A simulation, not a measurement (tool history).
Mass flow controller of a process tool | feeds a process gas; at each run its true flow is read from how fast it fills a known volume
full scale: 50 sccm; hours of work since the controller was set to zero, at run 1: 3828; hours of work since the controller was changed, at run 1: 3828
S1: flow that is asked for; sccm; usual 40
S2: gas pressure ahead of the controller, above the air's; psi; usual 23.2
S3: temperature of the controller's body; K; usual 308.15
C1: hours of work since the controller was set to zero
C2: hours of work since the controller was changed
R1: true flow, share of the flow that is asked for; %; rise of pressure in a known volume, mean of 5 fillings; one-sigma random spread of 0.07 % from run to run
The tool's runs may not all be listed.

run,hour,S1,S2,S3,C1,C2,R1
1,0,40,23.2,308.15,3828,3828,101.34
2,263.1,16,23.2,308.15,4016,4016,101.52
3,463.3,40,23.2,308.15,4159,4159,101.67
4,738.1,40,23.2,308.15,4356,4356,101.77
5,1027.1,40,23.2,308.15,4562,4562,101.8
6,1276.1,6,40.6,309.15,4740,4740,104.77
7,1531.8,6,40.6,309.15,4923,4923,104.98
8,1809.6,6,40.6,309.15,5121,5121,105.34
9,2078.3,8,22.8,309.15,5313,5313,104.69
10,2311.8,30,39.3,308.15,5480,5480,101.99

Same runs, no hidden state in the tool, same run-to-run variation:
Hidden state present: flow at rest that the sensor doesn't see, % of full scale; true flow over the shown one, %; drift of the gauge itself on true_pct, %.
run,R1
1,98.63
2,97.6
3,98.72
4,98.68
5,98.57
6,96.66
7,96.57
8,96.6
9,97.21
10,97.8

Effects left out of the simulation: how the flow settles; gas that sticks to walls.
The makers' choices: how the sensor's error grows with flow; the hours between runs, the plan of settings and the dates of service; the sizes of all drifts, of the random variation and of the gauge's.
